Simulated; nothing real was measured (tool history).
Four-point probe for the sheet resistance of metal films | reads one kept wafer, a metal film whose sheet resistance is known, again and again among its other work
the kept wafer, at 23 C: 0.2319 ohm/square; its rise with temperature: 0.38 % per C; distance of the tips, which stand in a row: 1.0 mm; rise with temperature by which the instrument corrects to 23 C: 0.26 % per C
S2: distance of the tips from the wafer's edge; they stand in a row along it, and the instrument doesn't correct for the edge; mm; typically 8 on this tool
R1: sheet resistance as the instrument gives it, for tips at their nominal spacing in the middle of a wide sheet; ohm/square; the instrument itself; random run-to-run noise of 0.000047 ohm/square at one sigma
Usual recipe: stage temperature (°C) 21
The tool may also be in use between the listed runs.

Run 1, hour 0.0: usual settings. Result: R1 0.233291 ohm/square.
Run 2, hour 38.0: usual settings. Result: R1 0.233233 ohm/square.
Run 3, hour 78.7: usual settings. Result: R1 0.233344 ohm/square.
Run 4, hour 159.6: usual settings but stage temperature (°C) 35. Result: R1 0.237011 ohm/square.
Run 5, hour 217.6: usual settings but stage temperature (°C) 35. Result: R1 0.236846 ohm/square.
Run 6, hour 291.3: usual settings but stage temperature (°C) 35. Result: R1 0.236938 ohm/square.
Run 7, hour 380.6: usual settings but stage temperature (°C) 35. Result: R1 0.236961 ohm/square.
Run 8, hour 419.0: usual settings. Result: R1 0.233256 ohm/square.
Run 9, hour 498.2: usual settings. Result: R1 0.233290 ohm/square.
Run 10, hour 567.0: usual settings. Result: R1 0.233331 ohm/square.
Run 11, hour 633.2: usual settings. Result: R1 0.233265 ohm/square.
Run 12, hour 706.2: usual settings. Result: R1 0.233332 ohm/square.
Run 13, hour 771.0: usual settings. Result: R1 0.233303 ohm/square.
Run 14, hour 826.9: usual settings but stage temperature (°C) 26. Result: R1 0.234622 ohm/square.
Run 15, hour 887.3: usual settings but stage temperature (°C) 24. Result: R1 0.234038 ohm/square.
Run 16, hour 947.3: usual settings. Result: R1 0.233334 ohm/square.
At hour 999.9: stage's thermometer calibrated.
Run 17, hour 1000.1: usual settings. Result: R1 0.233231 ohm/square.
Run 18, hour 1065.5: usual settings. Result: R1 0.233337 ohm/square.
Run 19, hour 1155.9: usual settings. Result: R1 0.233292 ohm/square.
Run 20, hour 1196.2: usual settings but stage temperature (°C) 29. Result: R1 0.235335 ohm/square.
Run 21, hour 1238.3: usual settings but stage temperature (°C) 29. Result: R1 0.235395 ohm/square.
Run 22, hour 1297.8: usual settings but stage temperature (°C) 29. Result: R1 0.235360 ohm/square.
Run 23, hour 1342.0: usual settings but stage temperature (°C) 29. Result: R1 0.235444 ohm/square.
Run 24, hour 1406.9: usual settings but stage temperature (°C) 29. Result: R1 0.235384 ohm/square.
Run 25, hour 1462.2: usual settings but stage temperature (°C) 26, S2 5 mm. Result: R1 0.237581 ohm/square.
Run 26, hour 1542.2: usual settings but stage temperature (°C) 18. Result: R1 0.232528 ohm/square.
Run 27, hour 1607.3: usual settings but stage temperature (°C) 29, S2 7 mm. Result: R1 0.236011 ohm/square.
Run 28, hour 1685.0: usual settings but stage temperature (°C) 30, S2 4 mm. Result: R1 0.241378 ohm/square.
Run 29, hour 1756.4: usual settings but S2 10 mm. Result: R1 0.232597 ohm/square.
Run 30, hour 1834.8: usual settings but S2 10 mm. Result: R1 0.232564 ohm/square.
Run 31, hour 1904.2: usual settings but stage temperature (°C) 32, S2 22 mm. Result: R1 0.234581 ohm/square.
Run 32, hour 1949.7: usual settings but stage temperature (°C) 32, S2 22 mm. Result: R1 0.234420 ohm/square.
Run 33, hour 2021.6: usual settings but stage temperature (°C) 24, S2 14 mm. Result: R1 0.232766 ohm/square.
Run 34, hour 2098.3: usual settings but stage temperature (°C) 22, S2 40 mm. Result: R1 0.231646 ohm/square.
Run 35, hour 2185.0: usual settings but stage temperature (°C) 20, S2 19 mm. Result: R1 0.231356 ohm/square.
Run 36, hour 2249.0: usual settings but stage temperature (°C) 27, S2 10 mm. Result: R1 0.234231 ohm/square.
Run 37, hour 2321.7: usual settings but stage temperature (°C) 27, S2 10 mm. Result: R1 0.234152 ohm/square.
Run 38, hour 2381.0: usual settings but stage temperature (°C) 31, S2 33 mm. Result: R1 0.234058 ohm/square.
Run 39, hour 2461.2: usual settings but S2 25 mm. Result: R1 0.231486 ohm/square.
Run 40, hour 2540.9: usual settings but S2 25 mm. Result: R1 0.231401 ohm/square.
Run 41, hour 2578.1: usual settings but stage temperature (°C) 25, S2 10 mm. Result: R1 0.233682 ohm/square.
Run 42, hour 2661.0: usual settings but stage temperature (°C) 28, S2 12 mm. Result: R1 0.234088 ohm/square.
Run 43, hour 2744.3: usual settings but stage temperature (°C) 22. Result: R1 0.233541 ohm/square.
Run 44, hour 2823.5: usual settings but stage temperature (°C) 22. Result: R1 0.233625 ohm/square.

Branching from run 44: 5 alternative next runs. What would each branch give?
Run A, hour 2900.2: usual settings but S2 18 mm. Result: R1 ?.
Run B, hour 2900.2: usual settings but stage temperature (°C) 28, S2 21 mm. Result: R1 ?.
Run C, hour 2900.2: usual settings but stage temperature (°C) 31, S2 3 mm. Result: R1 ?.
Run D, hour 2900.2: usual settings but stage temperature (°C) 22, S2 12 mm. Result: R1 ?.
Run E, hour 2900.2: usual settings but S2 7 mm. Result: R1 ?.

run        R1
  A  0.231722
  B  0.233470
  C  0.247075
  D  0.232469
  E  0.233858
Without the tool's unlogged condition, the same runs would have read:
run        R1
  A  0.231757
  B  0.233505
  C  0.247112
  D  0.232504
  E  0.233893
